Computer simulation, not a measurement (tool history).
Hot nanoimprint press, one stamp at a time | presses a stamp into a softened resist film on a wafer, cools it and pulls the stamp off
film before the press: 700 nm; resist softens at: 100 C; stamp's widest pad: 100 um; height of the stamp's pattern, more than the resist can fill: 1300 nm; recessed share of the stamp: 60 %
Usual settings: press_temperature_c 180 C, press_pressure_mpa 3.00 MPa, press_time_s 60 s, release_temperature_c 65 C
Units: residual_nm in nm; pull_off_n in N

Run 1, hour 0.0: usual settings. Result: residual_nm 350.9 nm, pull_off_n 251 N.
Run 2, hour 14.5: usual settings. Result: residual_nm 351.6 nm, pull_off_n 253 N.
Run 3, hour 28.9: usual settings. Result: residual_nm 351.9 nm, pull_off_n 248 N.
Run 4, hour 41.6: usual settings but press_time_s 52 s. Result: residual_nm 368.7 nm, pull_off_n 255 N.
Run 5, hour 63.0: usual settings but press_pressure_mpa 3.78 MPa, press_time_s 52 s. Result: residual_nm 327.8 nm, pull_off_n 266 N.
Run 6, hour 80.1: usual settings but press_pressure_mpa 3.78 MPa, press_time_s 52 s. Result: residual_nm 335.0 nm, pull_off_n 268 N.
Run 7, hour 100.0: usual settings but press_pressure_mpa 3.78 MPa, press_time_s 52 s. Result: residual_nm 333.7 nm, pull_off_n 280 N.
Run 8, hour 115.4: usual settings. Result: residual_nm 357.7 nm, pull_off_n 282 N.
Run 9, hour 125.0: usual settings. Result: residual_nm 357.2 nm, pull_off_n 291 N.
Run 10, hour 134.7: usual settings. Result: residual_nm 357.1 nm, pull_off_n 279 N.
Run 11, hour 151.7: usual settings. Result: residual_nm 356.7 nm, pull_off_n 298 N.
Run 12, hour 172.5: usual settings. Result: residual_nm 356.9 nm, pull_off_n 291 N.
Run 13, hour 185.9: usual settings. Result: residual_nm 357.1 nm, pull_off_n 302 N.
Run 14, hour 200.3: usual settings. Result: residual_nm 356.8 nm, pull_off_n 320 N.
Run 15, hour 210.5: usual settings. Result: residual_nm 356.5 nm, pull_off_n 299 N.
Run 16, hour 231.7: usual settings but press_temperature_c 169 C, press_pressure_mpa 2.15 MPa, press_time_s 108 s. Result: residual_nm 452.7 nm, pull_off_n 313 N.
Run 17, hour 253.7: usual settings but press_pressure_mpa 2.28 MPa, press_time_s 73 s. Result: residual_nm 382.7 nm, pull_off_n 332 N.
Run 18, hour 272.2: usual settings but press_pressure_mpa 2.28 MPa, press_time_s 73 s. Result: residual_nm 382.9 nm, pull_off_n 330 N.
Run 19, hour 282.7: usual settings but press_pressure_mpa 2.28 MPa, press_time_s 73 s. Result: residual_nm 382.8 nm, pull_off_n 329 N.
Run 20, hour 293.0: usual settings but press_pressure_mpa 2.28 MPa, press_time_s 73 s. Result: residual_nm 382.0 nm, pull_off_n 346 N.
Run 21, hour 309.7: usual settings but press_temperature_c 182 C, press_pressure_mpa 4.32 MPa. Result: residual_nm 281.1 nm, pull_off_n 336 N.
Run 22, hour 328.6: usual settings but press_temperature_c 186 C, press_pressure_mpa 4.32 MPa, press_time_s 87 s. Result: residual_nm 221.8 nm, pull_off_n 340 N.
Run 23, hour 346.6: usual settings but press_temperature_c 169 C, press_time_s 77 s, release_temperature_c 63 C. Result: residual_nm 430.8 nm, pull_off_n 381 N.
Run 24, hour 363.2: usual settings but release_temperature_c 67 C. Result: residual_nm 355.9 nm, pull_off_n 343 N.
Run 25, hour 378.0: usual settings but press_temperature_c 173 C, press_time_s 88 s, release_temperature_c 67 C. Result: residual_nm 374.5 nm, pull_off_n 347 N.
Run 26, hour 391.5: usual settings but press_temperature_c 174 C, press_time_s 79 s, release_temperature_c 63 C. Result: residual_nm 378.0 nm, pull_off_n 384 N.
Run 27, hour 402.0: usual settings but press_temperature_c 174 C, press_time_s 79 s, release_temperature_c 72 C. Result: residual_nm 377.8 nm, pull_off_n 306 N.
Run 28, hour 423.2: usual settings but press_temperature_c 174 C, press_time_s 79 s, release_temperature_c 72 C. Result: residual_nm 377.1 nm, pull_off_n 315 N.
Run 29, hour 434.3: usual settings but press_pressure_mpa 3.43 MPa. Result: residual_nm 333.0 nm, pull_off_n 362 N.
Run 30, hour 451.7: usual settings but press_pressure_mpa 3.43 MPa. Result: residual_nm 332.7 nm, pull_off_n 380 N.

Not shown: 1 entry that the log had between the listed runs. Between which runs, and how does the tool's hidden state differ before and after?
Between runs 5 and 6: plate thermocouple calibrated (hour 72.6)
  true temperature over the reading, C: 0.85 -> 0.1; pressure that arrives at the usual setting, %: 99.56 -> 99.52; grip of the stamp's worn release coat, % over a new coat's: 16.1 -> 17.9
  measured less the result without the state, residual_nm: -6.0 -> +0.2 nm; pull_off_n: +32 -> +40 N

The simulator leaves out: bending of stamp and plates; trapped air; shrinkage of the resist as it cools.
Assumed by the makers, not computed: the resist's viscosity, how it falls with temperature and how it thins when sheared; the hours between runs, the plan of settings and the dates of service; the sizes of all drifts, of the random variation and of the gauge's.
